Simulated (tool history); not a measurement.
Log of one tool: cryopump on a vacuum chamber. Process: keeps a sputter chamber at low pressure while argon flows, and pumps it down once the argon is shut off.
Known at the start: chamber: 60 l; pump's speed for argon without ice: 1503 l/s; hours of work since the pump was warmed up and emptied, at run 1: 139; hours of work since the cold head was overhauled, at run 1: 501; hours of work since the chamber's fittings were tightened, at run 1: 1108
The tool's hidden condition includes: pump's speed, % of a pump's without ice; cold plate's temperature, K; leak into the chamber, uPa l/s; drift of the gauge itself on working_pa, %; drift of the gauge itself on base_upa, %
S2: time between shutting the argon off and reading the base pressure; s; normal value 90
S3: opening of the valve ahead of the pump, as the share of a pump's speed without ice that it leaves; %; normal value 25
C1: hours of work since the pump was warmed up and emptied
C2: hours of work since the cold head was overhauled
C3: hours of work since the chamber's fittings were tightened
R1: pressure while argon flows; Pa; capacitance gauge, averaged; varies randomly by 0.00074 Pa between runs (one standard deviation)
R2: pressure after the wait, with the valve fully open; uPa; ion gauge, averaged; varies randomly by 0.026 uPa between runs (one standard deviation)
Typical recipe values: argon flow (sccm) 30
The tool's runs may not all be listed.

{"run": 1, "hour": 0.0, "argon flow (sccm)": 30, "S2": 90, "S3": 25, "C1": 139, "C2": 501, "C3": 1108, "R1": 0.1394, "R2": 2.48}
{"run": 2, "hour": 19.8, "argon flow (sccm)": 30, "S2": 90, "S3": 25, "C1": 154, "C2": 517, "C3": 1124, "R1": 0.1388, "R2": 2.53}
{"run": 3, "hour": 36.8, "argon flow (sccm)": 30, "S2": 90, "S3": 25, "C1": 167, "C2": 530, "C3": 1137, "R1": 0.138, "R2": 2.54}
{"run": 4, "hour": 53.6, "argon flow (sccm)": 30, "S2": 90, "S3": 25, "C1": 180, "C2": 543, "C3": 1150, "R1": 0.138, "R2": 2.52}
{"run": 5, "hour": 65.2, "argon flow (sccm)": 30, "S2": 90, "S3": 25, "C1": 189, "C2": 552, "C3": 1159, "R1": 0.1384, "R2": 2.47}
{"run": 6, "hour": 87.1, "argon flow (sccm)": 30, "S2": 90, "S3": 25, "C1": 207, "C2": 569, "C3": 1176, "R1": 0.1386, "R2": 2.6}
{"run": 7, "hour": 99.0, "argon flow (sccm)": 30, "S2": 90, "S3": 25, "C1": 216, "C2": 578, "C3": 1185, "R1": 0.1374, "R2": 2.62}
{"run": 8, "hour": 119.1, "argon flow (sccm)": 19, "S2": 90, "S3": 25, "C1": 231, "C2": 594, "C3": 1201, "R1": 0.0879, "R2": 2.72}
{"run": 9, "hour": 135.6, "argon flow (sccm)": 19, "S2": 90, "S3": 25, "C1": 244, "C2": 607, "C3": 1214, "R1": 0.089, "R2": 2.68}
{"run": 10, "hour": 155.6, "argon flow (sccm)": 30, "S2": 30, "S3": 25, "C1": 260, "C2": 622, "C3": 1229, "R1": 0.1397, "R2": 4.67}
{"run": 11, "hour": 172.4, "argon flow (sccm)": 30, "S2": 30, "S3": 15, "C1": 273, "C2": 635, "C3": 1243, "R1": 0.2295, "R2": 4.64}
{"run": 12, "hour": 189.3, "argon flow (sccm)": 30, "S2": 30, "S3": 15, "C1": 286, "C2": 649, "C3": 1256, "R1": 0.2318, "R2": 4.65}
{"run": 13, "hour": 201.2, "argon flow (sccm)": 54, "S2": 90, "S3": 25, "C1": 295, "C2": 658, "C3": 1265, "R1": 0.2539, "R2": 2.82}
{"run": 14, "hour": 221.2, "argon flow (sccm)": 54, "S2": 90, "S3": 25, "C1": 311, "C2": 673, "C3": 1281, "R1": 0.2551, "R2": 2.83}
{"run": 15, "hour": 240.2, "argon flow (sccm)": 54, "S2": 90, "S3": 25, "C1": 326, "C2": 688, "C3": 1295, "R1": 0.2534, "R2": 2.83}
{"run": 16, "hour": 258.8, "argon flow (sccm)": 54, "S2": 133, "S3": 25, "C1": 340, "C2": 703, "C3": 1310, "R1": 0.2557, "R2": 2.52}
{"run": 17, "hour": 270.9, "argon flow (sccm)": 54, "S2": 133, "S3": 25, "C1": 350, "C2": 712, "C3": 1319, "R1": 0.2537, "R2": 2.57}
{"hour": 279.8, "done": "pump warmed up, emptied and cooled again"}
{"run": 18, "hour": 297.1, "argon flow (sccm)": 40, "S2": 43, "S3": 23, "C1": 14, "C2": 729, "C3": 1336, "R1": 0.1972, "R2": 3.66}
{"run": 19, "hour": 308.1, "argon flow (sccm)": 40, "S2": 43, "S3": 23, "C1": 22, "C2": 737, "C3": 1344, "R1": 0.1963, "R2": 3.67}
{"run": 20, "hour": 323.7, "argon flow (sccm)": 43, "S2": 91, "S3": 52, "C1": 34, "C2": 749, "C3": 1356, "R1": 0.094, "R2": 2.74}
{"run": 21, "hour": 345.1, "argon flow (sccm)": 19, "S2": 53, "S3": 56, "C1": 51, "C2": 766, "C3": 1373, "R1": 0.0379, "R2": 3.2}
{"run": 22, "hour": 355.4, "argon flow (sccm)": 19, "S2": 53, "S3": 56, "C1": 59, "C2": 774, "C3": 1381, "R1": 0.0381, "R2": 3.42}
{"run": 23, "hour": 377.3, "argon flow (sccm)": 15, "S2": 28, "S3": 55, "C1": 76, "C2": 791, "C3": 1398, "R1": 0.0325, "R2": 4.75}
{"run": 24, "hour": 387.3, "argon flow (sccm)": 15, "S2": 28, "S3": 55, "C1": 84, "C2": 799, "C3": 1406, "R1": 0.0321, "R2": 4.91}
{"run": 25, "hour": 408.0, "argon flow (sccm)": 21, "S2": 90, "S3": 25, "C1": 100, "C2": 815, "C3": 1422, "R1": 0.0965, "R2": 2.87}
{"run": 26, "hour": 426.9, "argon flow (sccm)": 21, "S2": 90, "S3": 25, "C1": 115, "C2": 830, "C3": 1437, "R1": 0.0952, "R2": 2.89}
{"run": 27, "hour": 442.4, "argon flow (sccm)": 17, "S2": 107, "S3": 39, "C1": 127, "C2": 842, "C3": 1449, "R1": 0.0509, "R2": 2.64}
{"run": 28, "hour": 460.2, "argon flow (sccm)": 21, "S2": 66, "S3": 57, "C1": 140, "C2": 856, "C3": 1463, "R1": 0.0435, "R2": 3.2}
{"run": 29, "hour": 471.4, "argon flow (sccm)": 21, "S2": 66, "S3": 57, "C1": 149, "C2": 864, "C3": 1472, "R1": 0.0435, "R2": 3.18}
{"run": 30, "hour": 486.5, "argon flow (sccm)": 21, "S2": 66, "S3": 57, "C1": 161, "C2": 876, "C3": 1483, "R1": 0.0447, "R2": 3.21}
{"run": 31, "hour": 502.8, "argon flow (sccm)": 14, "S2": 130, "S3": 33, "C1": 174, "C2": 889, "C3": 1496, "R1": 0.049, "R2": 2.69}
{"run": 32, "hour": 519.8, "argon flow (sccm)": 14, "S2": 130, "S3": 33, "C1": 187, "C2": 902, "C3": 1509, "R1": 0.0488, "R2": 2.62}
{"run": 33, "hour": 531.9, "argon flow (sccm)": 47, "S2": 31, "S3": 33, "C1": 196, "C2": 912, "C3": 1519, "R1": 0.1656, "R2": 4.93}
{"run": 34, "hour": 543.1, "argon flow (sccm)": 30, "S2": 69, "S3": 26, "C1": 205, "C2": 920, "C3": 1527, "R1": 0.1333, "R2": 3.43}

Measured minus without-hidden-state, run by run (identical run-to-run variation in each term; gauge scatter may differ):
run=1 R1=+0.0029 R2=+1.32
run=2 R1=+0.0030 R2=+1.35
run=3 R1=+0.0032 R2=+1.38
run=4 R1=+0.0035 R2=+1.36
run=5 R1=+0.0037 R2=+1.39
run=6 R1=+0.0040 R2=+1.47
run=7 R1=+0.0041 R2=+1.46
run=8 R1=+0.0028 R2=+1.54
run=9 R1=+0.0030 R2=+1.54
run=10 R1=+0.0050 R2=+1.58
run=11 R1=+0.0052 R2=+1.59
run=12 R1=+0.0056 R2=+1.62
run=13 R1=+0.0103 R2=+1.66
run=14 R1=+0.0109 R2=+1.69
run=15 R1=+0.0114 R2=+1.70
run=16 R1=+0.0120 R2=+1.73
run=17 R1=+0.0123 R2=+1.74
run=18 R1=+0.0007 R2=+1.48
run=19 R1=+0.0009 R2=+1.48
run=20 R1=+0.0013 R2=+1.55
run=21 R1=+0.0008 R2=+1.48
run=22 R1=+0.0008 R2=+1.57
run=23 R1=+0.0008 R2=+1.57
run=24 R1=+0.0009 R2=+1.63
run=25 R1=+0.0014 R2=+1.69
run=26 R1=+0.0016 R2=+1.70
run=27 R1=+0.0014 R2=+1.66
run=28 R1=+0.0019 R2=+1.71
run=29 R1=+0.0021 R2=+1.73
run=30 R1=+0.0022 R2=+1.76
run=31 R1=+0.0015 R2=+1.81
run=32 R1=+0.0016 R2=+1.79
run=33 R1=+0.0059 R2=+1.91
run=34 R1=+0.0040 R2=+1.93
